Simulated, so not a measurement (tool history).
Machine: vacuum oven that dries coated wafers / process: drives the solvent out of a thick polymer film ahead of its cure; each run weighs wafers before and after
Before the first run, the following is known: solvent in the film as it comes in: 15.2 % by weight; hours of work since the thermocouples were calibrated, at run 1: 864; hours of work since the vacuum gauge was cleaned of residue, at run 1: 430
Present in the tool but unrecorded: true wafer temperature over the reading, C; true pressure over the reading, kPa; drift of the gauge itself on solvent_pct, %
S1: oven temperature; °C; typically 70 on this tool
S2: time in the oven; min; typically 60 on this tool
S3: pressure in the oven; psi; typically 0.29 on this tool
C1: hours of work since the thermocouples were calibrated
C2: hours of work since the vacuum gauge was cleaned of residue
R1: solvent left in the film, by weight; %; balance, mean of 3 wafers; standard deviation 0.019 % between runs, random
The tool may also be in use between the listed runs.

run	day	S1	S2	S3	C1	C2	R1
1	0	70	60	0.29	864	430	4.04
2	1.6	70	60	0.29	892	459	3.98
3	3.608	70	60	0.29	929	495	4.06
4	5.125	70	60	0.29	956	522	4.04
5	6.029	70	60	0.29	972	538	4.05
6	8.221	70	60	0.29	1012	578	4.09
7	10.096	57	60	0.29	1045	612	7.99
8	11.962	57	60	0.29	1079	645	8.09
# day 12.208: oven's thermocouples calibrated
9	14.05	75	99	0.29	33	681	1.84
10	15.8	57	61	0.953	65	713	11.85
11	17.658	57	61	0.953	98	746	11.84
12	19.05	57	78	0.991	123	771	11.74

Estimate the outcome of run 13 from the log above:
13	20.517	57	78	0.991	150	798	?

Run 13 came out at R1 11.73 %.
Without the tool's hidden state the same run would have given R1 10.67 %.
